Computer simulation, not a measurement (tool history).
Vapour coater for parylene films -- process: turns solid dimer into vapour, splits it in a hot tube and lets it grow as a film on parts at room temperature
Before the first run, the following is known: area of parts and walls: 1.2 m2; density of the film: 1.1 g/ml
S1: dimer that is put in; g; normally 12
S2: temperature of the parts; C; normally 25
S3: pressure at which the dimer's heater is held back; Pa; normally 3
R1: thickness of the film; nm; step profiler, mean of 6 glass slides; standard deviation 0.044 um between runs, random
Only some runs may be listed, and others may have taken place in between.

run	hour	S1	S2	S3	R1
1	0	12	25	3	4710
2	13.8	12	25	3	4730
3	26.7	12	25	6.07	4400
4	39.9	16	25	3	6230
5	54.5	16	25	3	6200
6	61.7	12	25	3	4730
7	76.4	12	25	3	4680
8	84.3	12	25	3	4650
9	94.7	12	25	3	4650
10	104	12	25	3	4640
# hour 105.9: table's thermometer calibrated
11	117.1	6	25	3	2360
12	127.6	15	25	3	5800
13	142.1	12	25	11.22	4190
14	154.3	11	25	11.22	3840
15	167.4	14	25	2.63	5440
16	176.3	22	17	5.02	11740
17	188.9	22	29	2.09	7270
# hour 192.9: table's thermometer calibrated, once more
18	199.7	22	29	2.09	7180
19	206.4	22	29	2.29	7160
20	217.6	22	29	2.29	7060
21	229.8	22	29	2.29	7110
22	243.1	22	29	2.29	7010
23	252.6	21	29	11.02	5890
24	262.1	15	29	11.02	4250
25	274.1	19	18	6.57	9300

5 ways to go on from here, each from the tool as it stands after run 25. What would each give?
A	288.2	12	31	6	?
B	288.2	13	18	3.56	?
C	288.2	12	21	6.57	?
D	288.2	7	36	6.57	?
E	288.2	19	19	6.57	?

run	R1
A	3210
B	6600
C	5070
D	1480
E	8720
Stripped of hidden state, with their random variation kept, the same runs would have yielded:
run	R1
A	3500
B	7190
C	5520
D	1620
E	9500

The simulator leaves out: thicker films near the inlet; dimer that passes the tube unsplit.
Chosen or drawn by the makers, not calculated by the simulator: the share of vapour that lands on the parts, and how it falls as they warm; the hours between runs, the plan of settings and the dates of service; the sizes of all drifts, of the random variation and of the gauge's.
